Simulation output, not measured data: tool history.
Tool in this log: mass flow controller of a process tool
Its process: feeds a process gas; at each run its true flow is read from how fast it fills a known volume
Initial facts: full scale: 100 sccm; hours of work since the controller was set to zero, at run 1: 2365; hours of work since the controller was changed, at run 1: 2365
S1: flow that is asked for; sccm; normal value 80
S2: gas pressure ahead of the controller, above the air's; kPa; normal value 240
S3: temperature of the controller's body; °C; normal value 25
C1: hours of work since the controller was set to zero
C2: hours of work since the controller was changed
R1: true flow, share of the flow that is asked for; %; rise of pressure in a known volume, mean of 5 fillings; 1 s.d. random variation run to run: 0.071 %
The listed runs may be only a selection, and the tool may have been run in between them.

run    hour  S1   S2  S3    C1    C2      R1
  1       0  80  240  25  2365  2365  100.17
  2   105.1  80  257  25  2420  2420  100.21
  3     274  80  257  25  2508  2508   100.2
  4   376.3  80  257  25  2562  2562  100.38
  5   564.6  80  240  34  2660  2660   99.25
  6   667.8  69  240  34  2714  2714   99.23
  7   776.1  69  240  34  2770  2770   99.24
  8   920.3  69  240  34  2846  2846    99.3
  9  1049.7  80  171  25  2913  2913  100.19
 10  1161.2  80  212  25  2972  2972  100.52
 11    1352  80  212  25  3071  3071  100.52
 12  1469.9  80  240  25  3133  3133  100.79
 13  1616.9  80  240  25  3210  3210  100.75
 14    1853  80  240  25  3333  3333  100.85
 15  2070.3  80  240  25  3446  3446  101.06
 16  2251.5  11  240  25  3541  3541  100.56

What will run 17 give?
 17  2360  16  240  23  3598  3598   ?

{"run 17": {"R1": 100.89}}
If the tool had no hidden condition, the same run with the same run-to-run variation would have returned R1 99.78 %.
